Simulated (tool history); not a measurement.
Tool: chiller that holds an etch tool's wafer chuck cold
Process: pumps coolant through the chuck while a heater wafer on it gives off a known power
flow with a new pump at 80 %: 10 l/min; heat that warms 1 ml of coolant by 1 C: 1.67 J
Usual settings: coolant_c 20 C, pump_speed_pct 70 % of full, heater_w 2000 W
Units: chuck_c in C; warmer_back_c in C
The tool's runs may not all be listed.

run	hour	coolant_c	pump_speed_pct	heater_w	chuck_c	warmer_back_c
1	0	20	70	2000	35.5	8.37
# hour 22.1: coolant changed, channels flushed
2	38.7	20	70	1623	32	6.82
3	96.9	20	70	1623	32	6.78
4	149.5	20	71	1623	32.1	6.72
5	221.7	20	70	2323	37.4	9.75
6	292.5	20	65	2000	35.8	9.1
7	359.5	20	91	2000	32.1	6.3
8	393.1	20	91	2000	32.4	6.3
9	426.3	20	91	2000	32.2	6.3
10	493.9	20	91	2000	32.1	6.32
11	552.9	20	82	2000	33.3	7.08
12	588.5	20	70	1537	31.4	6.54
13	646.8	13	70	2000	28.1	8.46
14	717	13	99	2000	24.6	5.67
15	785.8	20	70	2000	35.1	8.51
# hour 793.7: chiller's thermometer calibrated
16	859.9	20	63	2000	36.2	9.58
17	917.8	26	70	2000	41.1	8.48
# hour 936: chiller's thermometer calibrated, once more
18	969.9	12	70	2603	31.7	11.02
19	1039.7	11	74	2796	31.2	11.19
20	1094.8	27	89	2653	44	8.67
21	1159.3	27	89	2653	43.8	8.76
22	1226.4	17	74	1593	28.7	6.46
23	1295.3	17	74	1593	28.5	6.44
24	1332.9	17	74	1593	28.5	6.36
25	1387.6	23	65	2030	39.5	9.36
26	1434.3	13	75	2000	27.4	7.96
27	1467.6	20	72	2000	34.9	8.35

Forecast run 28:
28	1540.6	10	65	1494	?	?

chuck_c: 22.1 C
warmer_back_c: 6.96 C
Without the tool's hidden state the same run would have given chuck_c 21.7 C, warmer_back_c 6.76 C.

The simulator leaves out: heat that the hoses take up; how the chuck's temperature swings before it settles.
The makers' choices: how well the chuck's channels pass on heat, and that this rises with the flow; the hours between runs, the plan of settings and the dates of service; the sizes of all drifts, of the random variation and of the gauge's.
